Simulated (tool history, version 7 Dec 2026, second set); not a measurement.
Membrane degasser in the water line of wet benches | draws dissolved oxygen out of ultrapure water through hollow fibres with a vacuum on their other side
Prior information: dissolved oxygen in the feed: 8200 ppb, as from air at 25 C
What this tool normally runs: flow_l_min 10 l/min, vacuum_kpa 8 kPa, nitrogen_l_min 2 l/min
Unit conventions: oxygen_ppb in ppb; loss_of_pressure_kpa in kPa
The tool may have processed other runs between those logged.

run	hour	flow_l_min	vacuum_kpa	nitrogen_l_min	oxygen_ppb	loss_of_pressure_kpa
1	0	10	8	2	78.2	67.02
2	76.3	10	8	2	77	67.1
3	115.6	10	8	2	79.4	67.58
4	182	10	11.02	2	116.6	67.4
5	224.1	10	8	2	77.3	68.15
6	305.5	10	8	2	79.9	67.58
7	368.2	10	8	2	81.2	67.53
8	430.1	10	8	2	80.5	67.64
9	467.4	12	8	2	110	81.64
10	553.4	12	8	2	112.4	81.33
# hour 592.6: vacuum gauge calibrated
11	630.1	12	8	2	110.7	81.9
# hour 657.3: seals of the vacuum lines changed
12	716.5	10	6.39	2	57.4	68.01
13	762.5	10	13.09	5.6	61.6	68.54
14	816.6	15	10.35	5.6	134.7	101.97
15	879.8	15	10.35	5.6	135.8	101.77
16	934.6	12	8.13	1.48	133.4	81.49
17	1017.6	12	8.22	1.35	145.7	81.99
18	1093	10	13.6	2.62	118.5	68.45
19	1174.7	12	5.72	1.73	81.8	81.87
20	1254.1	12	5.72	1.73	84.3	82.66
21	1333.8	12	5.72	1.73	82.8	82.69
22	1388.7	12	5.72	1.73	84.8	83.1
23	1470.9	15	5.72	3.4	118.9	102.4
24	1528.4	15	5.72	3.4	118.3	103.21

Here are 5 independent what-if runs from the current tool condition. What would each one return?
A	1601.9	12	8.43	0.82	?	?
B	1601.9	11	7.16	3.4	?	?
C	1601.9	10	7.57	5.9	?	?
D	1601.9	16	10.19	5.7	?	?
E	1601.9	13	6.68	2	?	?

run	oxygen_ppb	loss_of_pressure_kpa
A	215.3	82.48
B	61.8	75.9
C	38.8	68.62
D	157.9	109.34
E	112.8	89.02
Without the tool's hidden state the same runs would have given:
run	oxygen_ppb	loss_of_pressure_kpa
A	203.8	78.75
B	54.2	72.46
C	33.4	65.52
D	137.1	104.39
E	99.8	85
